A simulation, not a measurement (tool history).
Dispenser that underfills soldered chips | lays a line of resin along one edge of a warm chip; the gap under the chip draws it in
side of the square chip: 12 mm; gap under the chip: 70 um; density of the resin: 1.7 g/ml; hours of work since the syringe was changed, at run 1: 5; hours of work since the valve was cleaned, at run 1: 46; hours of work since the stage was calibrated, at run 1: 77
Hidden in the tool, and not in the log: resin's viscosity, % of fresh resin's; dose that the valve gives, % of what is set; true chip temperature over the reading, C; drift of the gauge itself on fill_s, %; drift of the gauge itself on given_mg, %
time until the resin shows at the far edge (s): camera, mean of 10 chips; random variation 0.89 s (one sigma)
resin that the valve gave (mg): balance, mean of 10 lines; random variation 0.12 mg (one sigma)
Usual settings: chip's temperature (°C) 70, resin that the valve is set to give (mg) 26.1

| run | day | chip's temperature (°C) | resin that the valve is set to give (mg) | hours of work since the syringe was changed | hours of work since the valve was cleaned | hours of work since the stage was calibrated | time until the resin shows at the far edge (s) | resin that the valve gave (mg) |
|---|---|---|---|---|---|---|---|---|
| 1 | 0.000 | 70 | 26.1 | 5 | 46 | 77 | 103.4 | 25.01 |
|  | 0.038 | new syringe of resin |
| 2 | 0.238 | 70 | 26.1 | 3 | 50 | 81 | 100.2 | 24.81 |
|  | 0.371 | new syringe of resin |
| 3 | 0.667 | 70 | 26.1 | 5 | 57 | 88 | 106.6 | 24.50 |
|  | 0.717 | new syringe of resin |
| 4 | 0.962 | 70 | 26.1 | 4 | 61 | 93 | 102.9 | 24.81 |
|  | 1.058 | new syringe of resin |
|  | 1.400 | new syringe of resin |
| 5 | 1.408 | 70 | 26.1 | 0 | 69 | 100 | 87.0 | 24.34 |
|  | 1.717 | new syringe of resin |
| 6 | 1.783 | 70 | 30.8 | 1 | 75 | 106 | 87.6 | 28.82 |
| 7 | 1.967 | 70 | 29.6 | 4 | 78 | 109 | 101.0 | 27.38 |
|  | 2.050 | new syringe of resin |
|  | 2.388 | new syringe of resin |
| 8 | 2.408 | 70 | 26.1 | 0 | 85 | 116 | 88.4 | 23.99 |
| 9 | 2.675 | 63 | 26.1 | 5 | 89 | 121 | 135.4 | 23.72 |
|  | 2.708 | new syringe of resin |
| 10 | 2.900 | 63 | 26.1 | 3 | 93 | 124 | 129.5 | 23.96 |
|  | 2.992 | dispensing valve cleaned and set on the balance |
|  | 3.092 | new syringe of resin |
| 11 | 3.162 | 66 | 26.1 | 1 | 3 | 128 | 107.0 | 26.20 |
|  | 3.421 | new syringe of resin |
| 12 | 3.421 | 66 | 26.1 | 0 | 7 | 132 | 98.9 | 25.97 |
|  | 3.738 | new syringe of resin |
| 13 | 3.771 | 80 | 26.1 | 1 | 13 | 138 | 63.4 | 25.82 |
| 14 | 3.967 | 80 | 26.1 | 4 | 16 | 141 | 71.6 | 25.76 |
|  | 4.088 | new syringe of resin |
| 15 | 4.212 | 80 | 26.1 | 2 | 20 | 145 | 66.8 | 25.56 |
|  | 4.417 | new syringe of resin |
| 16 | 4.421 | 80 | 26.1 | 0 | 23 | 148 | 63.4 | 25.71 |
| 17 | 4.625 | 70 | 26.8 | 4 | 27 | 152 | 101.4 | 26.57 |
|  | 4.754 | new syringe of resin |
| 18 | 4.904 | 77 | 26.1 | 3 | 31 | 156 | 73.4 | 25.40 |
|  | 5.075 | new syringe of resin |
| 19 | 5.254 | 77 | 26.1 | 3 | 37 | 162 | 76.8 | 25.23 |
|  | 5.421 | new syringe of resin |
| 20 | 5.633 | 75 | 25.9 | 4 | 43 | 168 | 83.8 | 25.24 |
|  | 5.746 | new syringe of resin |
| 21 | 5.933 | 78 | 25.7 | 3 | 48 | 173 | 76.4 | 24.51 |
|  | 6.071 | new syringe of resin |
| 22 | 6.150 | 78 | 25.7 | 1 | 51 | 176 | 69.4 | 24.77 |
| 23 | 6.346 | 63 | 26.9 | 5 | 54 | 180 | 135.1 | 25.70 |
|  | 6.396 | new syringe of resin |
| 24 | 6.617 | 78 | 31.1 | 4 | 59 | 184 | 75.0 | 29.47 |
|  | 6.729 | new syringe of resin |
| 25 | 6.942 | 69 | 30.0 | 4 | 64 | 189 | 101.6 | 28.42 |
|  | 7.054 | new syringe of resin |
| 26 | 7.150 | 69 | 30.0 | 2 | 67 | 193 | 95.6 | 28.44 |
|  | 7.383 | new syringe of resin |
| 27 | 7.492 | 67 | 30.0 | 2 | 73 | 198 | 105.1 | 28.11 |
|  | 7.729 | new syringe of resin |
| 28 | 7.871 | 78 | 27.9 | 2 | 79 | 204 | 74.1 | 26.20 |
|  | 8.071 | new syringe of resin |
| 29 | 8.146 | 65 | 27.9 | 1 | 84 | 209 | 110.3 | 25.78 |
|  | 8.412 | new syringe of resin |
| 30 | 8.546 | 78 | 31.8 | 2 | 90 | 215 | 72.0 | 29.25 |
|  | 8.746 | new syringe of resin |
|  | 8.821 | dispensing valve cleaned and set on the balance |
| 31 | 8.971 | 68 | 33.9 | 3 | 3 | 222 | 105.2 | 34.08 |
|  | 9.117 | new syringe of resin |
| 32 | 9.288 | 65 | 30.0 | 3 | 8 | 227 | 116.2 | 29.97 |
|  | 9.438 | new syringe of resin |
| 33 | 9.733 | 78 | 29.3 | 5 | 15 | 234 | 82.2 | 29.19 |

Hidden state or all else? Some run-to-run changes of time until the resin shows at the far edge (s), split into what the settings, what came in and random variation would give without the hidden state, and what is left for the hidden state (with any gauge scatter that isn't in both results):
Run 4 -> 5: new syringe of resin, new syringe of resin. time until the resin shows at the far edge (s) -15.9: hidden state -15.0, all else -0.9.
Run 8 -> 9: chip's temperature (°C) 70 -> 63. time until the resin shows at the far edge (s) +47.0: hidden state +23.8, all else +23.2.
Run 22 -> 23: chip's temperature (°C) 78 -> 63, resin that the valve is set to give (mg) 25.7 -> 26.9. time until the resin shows at the far edge (s) +65.7: hidden state +21.4, all else +44.3.
Run 23 -> 24: chip's temperature (°C) 63 -> 78, resin that the valve is set to give (mg) 26.9 -> 31.1, new syringe of resin. time until the resin shows at the far edge (s) -60.1: hidden state -14.5, all else -45.6.
